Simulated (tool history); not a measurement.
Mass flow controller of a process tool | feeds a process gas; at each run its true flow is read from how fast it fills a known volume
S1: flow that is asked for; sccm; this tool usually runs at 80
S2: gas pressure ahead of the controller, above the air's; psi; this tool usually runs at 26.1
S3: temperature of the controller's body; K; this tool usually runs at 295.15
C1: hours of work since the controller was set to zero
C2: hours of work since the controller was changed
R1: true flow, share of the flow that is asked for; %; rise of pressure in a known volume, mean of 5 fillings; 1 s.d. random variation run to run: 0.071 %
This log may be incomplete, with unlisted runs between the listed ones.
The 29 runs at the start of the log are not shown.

run,hour,S1,S2,S3,C1,C2,R1
# hour 9353.9: controller exchanged for a calibrated one
30,9353.9,25,31.9,308.15,0,0,97.47
31,9637.3,43,31.9,302.15,200,200,98.54
32,10032.1,43,31.9,302.15,479,479,98.44
33,10228.7,43,31.9,302.15,618,618,98.52
34,10526.3,43,31.9,302.15,828,828,98.39
35,10903.4,56,35.4,296.15,1095,1095,99.51
36,11131.2,56,32.1,303.15,1256,1256,98.69
37,11460.2,80,24.9,309.15,1488,1488,98.35
38,11815.4,11,27.4,301.15,1739,1739,97.73
39,12032.1,11,27.4,301.15,1892,1892,97.73
40,12401.8,11,27.4,301.15,2154,2154,97.65
41,12781.3,52,27.4,311.15,2422,2422,97.67
42,13209.9,80,24.8,294.15,2725,2725,99.81
43,13420.7,28,22.8,310.15,2873,2873,97.16
44,13631.0,25,30.3,297.15,3022,3022,98.40
45,13906.2,25,35.7,313.15,3216,3216,97.26
46,14160.9,46,39.5,300.15,3396,3396,98.92
47,14536.6,46,39.5,300.15,3662,3662,98.94

Consider 3 possible next runs. They are alternatives, not a sequence: every one starts from the tool as it was left by run 47. What does each give?
A,14949.7,44,26.1,295.15,3954,3954,?
B,14949.7,35,39.5,300.15,3954,3954,?
C,14949.7,19,30.6,303.15,3954,3954,?

run,R1
A,99.09
B,98.76
C,97.96
With the hidden condition removed and each run's random variation left untouched, the same runs would have given:
run,R1
A,99.09
B,98.75
C,97.94

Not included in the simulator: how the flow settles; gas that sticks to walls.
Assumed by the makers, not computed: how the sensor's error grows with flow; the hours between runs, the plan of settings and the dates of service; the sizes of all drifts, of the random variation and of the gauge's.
